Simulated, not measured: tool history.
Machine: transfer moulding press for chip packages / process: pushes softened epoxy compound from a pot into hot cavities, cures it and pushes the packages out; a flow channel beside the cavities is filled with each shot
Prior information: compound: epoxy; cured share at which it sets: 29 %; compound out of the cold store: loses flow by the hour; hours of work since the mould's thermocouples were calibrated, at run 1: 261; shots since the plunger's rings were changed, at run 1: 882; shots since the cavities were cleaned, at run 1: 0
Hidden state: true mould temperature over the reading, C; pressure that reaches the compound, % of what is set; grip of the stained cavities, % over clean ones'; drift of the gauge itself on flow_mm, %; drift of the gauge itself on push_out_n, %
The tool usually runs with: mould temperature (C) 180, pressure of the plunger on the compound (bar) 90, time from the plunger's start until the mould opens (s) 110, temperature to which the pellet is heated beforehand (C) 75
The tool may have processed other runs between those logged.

run	hour	mould temperature (C)	pressure of the plunger on the compound (bar)	time from the plunger's start until the mould opens (s)	temperature to which the pellet is heated beforehand (C)	hours of work since the mould's thermocouples were calibrated	shots since the plunger's rings were changed	shots since the cavities were cleaned	incoming compound's hours out of the cold store	length that the compound runs in the flow channel (mm)	greatest force on the pins that push the packages out (N)
1	0	180	90	110	75	261	882	0	22.9	938	560
2	13.6	180	90	110	75	272	1059	177	27	929	576
3	26.5	180	90	110	75	282	1228	346	26.3	926	586
4	42.3	180	90	138	75	294	1435	553	23.5	937	448
# hour 51.9: cavities cleaned with cleaning compound and waxed
5	63.5	180	90	138	75	309	1693	152	27.2	931	434
6	84.5	180	90	138	75	325	1968	427	28	930	451
7	98.3	180	90	138	75	336	2148	607	45.8	885	463
# hour 103.8: cavities cleaned with cleaning compound and waxed
# hour 121.1: mould's thermocouples calibrated
8	124.2	180	90	110	75	2	2442	241	21.2	944	565
# hour 132.8: plunger's sealing rings changed
9	139.6	180	90	111	75	12	89	409	26.6	933	551
# hour 158.8: cavities cleaned with cleaning compound and waxed
10	161.3	180	90	111	75	28	353	32	27.5	929	556
11	184.4	180	90	110	75	46	657	336	28.9	923	573
12	200.7	180	90	110	75	59	869	548	31.8	918	565
# hour 210.5: cavities cleaned with cleaning compound and waxed
13	217.1	180	90	110	75	70	1065	87	40.4	902	567
14	241.5	180	90	110	75	89	1383	405	21.9	937	565
15	256.2	180	90	110	75	101	1575	597	29.9	923	570
# hour 262.2: cavities cleaned with cleaning compound and waxed
16	278.4	185	90	104	75	117	1847	212	8.4	956	509
17	298.8	173	69.5	97	75	133	2114	479	31.7	829	1214
# hour 313.3: cavities cleaned with cleaning compound and waxed
18	317.4	173	69.5	97	75	146	2338	54	33.2	828	1229
19	329.2	180	90	102	77	155	2492	208	35.7	908	666
# hour 334.9: plunger's sealing rings changed
20	353	173	90	110	75	171	237	486	46.5	908	911
# hour 367: cavities cleaned with cleaning compound and waxed
21	368.4	180	81.7	110	75	182	420	19	33.2	869	547
22	378.7	180	81.7	110	75	190	554	153	9	925	600
23	389.1	184	90	103	75	198	691	290	19.7	938	529
24	399.3	187	90	103	78	206	823	422	46.3	865	451
25	409.2	179	90	103	78	214	953	552	41.6	902	691
# hour 419.2: cavities cleaned with cleaning compound and waxed
26	424.6	179	90	103	78	225	1136	71	28.3	929	707
27	442.5	179	90	103	78	239	1370	305	11.9	974	719

4 ways to go on from here, each from the tool as it stands after run 27. What would each give?
A	454.3	179	99.1	103	78	248	1524	459	15.9	?	?
B	454.3	178	90	115	78	248	1524	459	28.8	?	?
C	454.3	175	70.3	103	75	248	1524	459	34.4	?	?
D	454.3	175	90	110	75	248	1524	459	39.4	?	?

run	length that the compound runs in the flow channel (mm)	greatest force on the pins that push the packages out (N)
A	1006	734
B	928	600
C	819	915
D	917	815
With the hidden condition removed and each run's random variation left untouched, the same runs would have given:
run	length that the compound runs in the flow channel (mm)	greatest force on the pins that push the packages out (N)
A	1006	723
B	929	591
C	819	901
D	917	803
